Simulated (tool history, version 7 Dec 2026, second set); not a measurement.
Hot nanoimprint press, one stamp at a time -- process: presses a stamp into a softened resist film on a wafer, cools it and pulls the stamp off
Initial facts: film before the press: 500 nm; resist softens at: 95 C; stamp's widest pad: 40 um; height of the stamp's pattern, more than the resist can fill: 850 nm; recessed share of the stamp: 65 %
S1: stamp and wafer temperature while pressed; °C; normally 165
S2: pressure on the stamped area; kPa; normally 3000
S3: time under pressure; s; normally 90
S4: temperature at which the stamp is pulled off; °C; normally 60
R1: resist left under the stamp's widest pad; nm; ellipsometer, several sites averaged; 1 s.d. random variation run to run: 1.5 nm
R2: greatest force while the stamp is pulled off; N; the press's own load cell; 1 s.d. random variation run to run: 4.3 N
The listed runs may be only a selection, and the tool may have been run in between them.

run,hour,S1,S2,S3,S4,R1,R2
1,0,165,3000,90,60,243.8,218
2,12.2,165,3000,90,60,240.9,213
3,31,165,3000,90,60,241.8,230
4,46.8,165,3000,90,60,241.3,235
5,58.4,155,3000,90,60,363.1,227
6,80.1,155,3000,90,60,363.5,241
7,91.8,165,3000,90,49,246.4,317
8,107.9,165,3000,90,49,246.1,306
9,121,165,3000,90,60,244.2,238
10,142.9,165,3000,90,60,247,237
11,165.9,154,3000,90,62,372.8,232
12,185.7,165,3000,90,47,246.3,336
13,203.8,165,3000,90,47,248.1,335
14,223.2,164,3430,161,59,199.3,247
15,248.4,164,3430,161,59,197.9,250
16,261.1,165,2510,90,67,274.9,206
17,274.1,165,2510,48,67,324.4,205
# hour 293.3: stamp cleaned and given a new release coat
18,301.6,155,3000,178,54,313.9,258
19,314,155,3000,178,54,311.4,258

Each row is a separate what-if for the run after 19, all from the same tool condition, not one after another. Results?
# hour 329.2: plate thermocouple calibrated
A,333.6,165,3860,90,60,?,?
# hour 329.2: plate thermocouple calibrated
B,333.6,162,3000,78,47,?,?
# hour 329.2: plate thermocouple calibrated
C,333.6,155,1820,141,54,?,?

run,R1,R2
A,209.7,217
B,282.4,303
C,379.5,256
Without the tool's hidden state the same runs would have given:
run,R1,R2
A,204.6,212
B,276.9,297
C,375,251
